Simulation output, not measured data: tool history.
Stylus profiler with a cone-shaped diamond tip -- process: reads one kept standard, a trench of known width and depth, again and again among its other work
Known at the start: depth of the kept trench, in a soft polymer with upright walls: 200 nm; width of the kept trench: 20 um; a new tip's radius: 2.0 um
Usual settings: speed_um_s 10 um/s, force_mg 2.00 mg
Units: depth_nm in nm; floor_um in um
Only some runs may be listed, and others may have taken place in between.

run,hour,speed_um_s,force_mg,depth_nm,floor_um
1,0.0,10,2.00,201.95,18.15
2,34.3,10,2.00,201.93,18.25
3,97.8,10,2.00,201.92,18.22
4,161.9,10,2.00,201.94,18.22
# hour 225.5: height scale calibrated on a step standard
5,231.0,10,1.00,201.16,18.16
6,301.0,32,2.00,201.89,18.10
7,348.8,10,2.91,202.42,18.19
8,387.1,10,2.34,202.08,18.25
9,431.4,10,2.00,201.88,18.20
10,515.6,10,2.00,201.93,18.23
11,563.1,10,2.00,201.90,18.19
12,643.6,10,2.00,201.90,18.22
13,708.5,10,0.88,201.11,18.23
14,750.2,10,0.88,201.11,18.20
15,805.6,10,2.00,201.86,18.19
16,882.8,10,2.00,201.91,18.15
17,940.0,10,2.00,201.90,18.17
18,1017.9,7,2.00,201.89,18.21
19,1102.0,4,2.00,201.93,18.24
20,1153.3,4,2.00,201.86,18.26
21,1207.0,10,2.00,201.90,18.23
22,1261.0,10,0.69,200.95,18.13
23,1328.7,10,2.00,201.92,18.21
24,1397.7,10,2.00,201.91,18.20
25,1435.2,37,1.14,201.31,17.95
26,1512.6,37,1.14,201.27,18.03
27,1585.8,37,1.14,201.33,18.01
28,1628.0,33,1.60,201.65,18.05
29,1686.9,2,2.42,202.17,18.26
30,1731.8,2,2.42,202.17,18.25
31,1777.5,2,2.42,202.20,18.24
# hour 1786.9: height scale calibrated on a step standard
32,1820.9,2,0.90,201.17,18.21
33,1888.0,10,2.07,201.98,18.20
34,1970.7,10,2.07,201.97,18.20
35,2011.4,10,2.07,201.96,18.16
36,2066.5,5,1.14,201.33,18.12
37,2114.0,5,0.83,201.08,18.24
38,2161.3,23,2.89,202.44,18.11
39,2234.0,9,4.91,203.47,18.25
40,2298.7,9,4.91,203.43,18.20
41,2377.6,3,3.18,202.60,18.24
42,2445.3,4,2.31,202.09,18.22
43,2518.4,19,3.70,202.86,18.20
44,2587.5,4,4.26,203.17,18.20
45,2626.5,29,1.99,201.88,18.06
46,2667.0,14,2.00,201.89,18.16

Same runs, no hidden state in the tool, same run-to-run variation:
Hidden state at play: radius of the tip, um; height scale over the true one, %; drift of the gauge itself on depth_nm, %; drift of the gauge itself on floor_um, %.
run,floor_um
1,18.16
2,18.26
3,18.23
4,18.23
5,18.17
6,18.11
7,18.20
8,18.26
9,18.21
10,18.25
11,18.20
12,18.24
13,18.24
14,18.21
15,18.20
16,18.16
17,18.18
18,18.23
19,18.25
20,18.28
21,18.25
22,18.14
23,18.22
24,18.22
25,17.97
26,18.05
27,18.03
28,18.07
29,18.28
30,18.26
31,18.26
32,18.23
33,18.22
34,18.22
35,18.18
36,18.14
37,18.26
38,18.13
39,18.28
40,18.22
41,18.26
42,18.24
43,18.22
44,18.22
45,18.08
46,18.18
depth_nm: differs from the measured result by no more than 0.02 nm in any run.
